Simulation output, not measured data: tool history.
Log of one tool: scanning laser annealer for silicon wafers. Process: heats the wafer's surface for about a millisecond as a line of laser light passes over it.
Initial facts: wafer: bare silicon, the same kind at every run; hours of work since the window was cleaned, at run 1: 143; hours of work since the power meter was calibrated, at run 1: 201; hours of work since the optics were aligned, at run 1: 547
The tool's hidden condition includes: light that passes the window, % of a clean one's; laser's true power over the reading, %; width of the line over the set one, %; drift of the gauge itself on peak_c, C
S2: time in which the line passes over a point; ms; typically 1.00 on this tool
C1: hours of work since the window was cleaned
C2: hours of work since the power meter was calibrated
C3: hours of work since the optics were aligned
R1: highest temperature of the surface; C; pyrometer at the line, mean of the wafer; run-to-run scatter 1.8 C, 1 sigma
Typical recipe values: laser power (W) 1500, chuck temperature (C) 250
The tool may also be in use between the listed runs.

run 1 hour=0.0 | laser_power_(W)=1500 S2=1.00 chuck_temperature_(C)=250 | C1=143 C2=201 C3=547 | R1=1019
run 2 hour=14.4 | laser_power_(W)=1538 S2=1.00 chuck_temperature_(C)=250 | C1=151 C2=209 C3=555 | R1=1042
run 3 hour=28.3 | laser_power_(W)=1538 S2=0.74 chuck_temperature_(C)=250 | C1=158 C2=216 C3=562 | R1=913
run 4 hour=44.1 | laser_power_(W)=1538 S2=0.74 chuck_temperature_(C)=250 | C1=167 C2=225 C3=571 | R1=909
run 5 hour=54.5 | laser_power_(W)=1500 S2=1.00 chuck_temperature_(C)=250 | C1=172 C2=230 C3=577 | R1=1015
run 6 hour=63.0 | laser_power_(W)=1500 S2=0.73 chuck_temperature_(C)=250 | C1=177 C2=235 C3=581 | R1=884
run 7 hour=77.2 | laser_power_(W)=1500 S2=0.73 chuck_temperature_(C)=250 | C1=184 C2=242 C3=589 | R1=885
run 8 hour=84.6 | laser_power_(W)=1500 S2=0.73 chuck_temperature_(C)=250 | C1=188 C2=246 C3=593 | R1=886
run 9 hour=93.8 | laser_power_(W)=1500 S2=0.73 chuck_temperature_(C)=250 | C1=193 C2=251 C3=598 | R1=884
-- hour=96.7 window over the wafer cleaned
run 10 hour=111.9 | laser_power_(W)=1406 S2=1.00 chuck_temperature_(C)=217 | C1=8 C2=260 C3=606 | R1=920
run 11 hour=119.4 | laser_power_(W)=1304 S2=1.00 chuck_temperature_(C)=282 | C1=12 C2=264 C3=610 | R1=927
run 12 hour=129.4 | laser_power_(W)=1312 S2=0.82 chuck_temperature_(C)=265 | C1=18 C2=269 C3=616 | R1=843
run 13 hour=142.3 | laser_power_(W)=1518 S2=0.77 chuck_temperature_(C)=250 | C1=25 C2=276 C3=623 | R1=900

Forecast each of these 5 alternatives for the next run:
-- hour=155.5 window over the wafer cleaned, once more
run A hour=156.2 | laser_power_(W)=1552 S2=0.81 chuck_temperature_(C)=213 | C1=0 C2=283 C3=629 | R1=?
-- hour=155.5 window over the wafer cleaned, once more
run B hour=156.2 | laser_power_(W)=1323 S2=0.91 chuck_temperature_(C)=241 | C1=0 C2=283 C3=629 | R1=?
-- hour=155.5 window over the wafer cleaned, once more
run C hour=156.2 | laser_power_(W)=1439 S2=0.82 chuck_temperature_(C)=246 | C1=0 C2=283 C3=629 | R1=?
-- hour=155.5 window over the wafer cleaned, once more
run D hour=156.2 | laser_power_(W)=1518 S2=1.00 chuck_temperature_(C)=250 | C1=0 C2=283 C3=629 | R1=?
-- hour=155.5 window over the wafer cleaned, once more
run E hour=156.2 | laser_power_(W)=1518 S2=0.77 chuck_temperature_(C)=242 | C1=0 C2=283 C3=629 | R1=?

run=A R1=928
run=B R1=881
run=C R1=908
run=D R1=1041
run=E R1=920
What these runs would have given with no unlogged condition in the tool:
run=A R1=938
run=B R1=891
run=C R1=918
run=D R1=1052
run=E R1=930
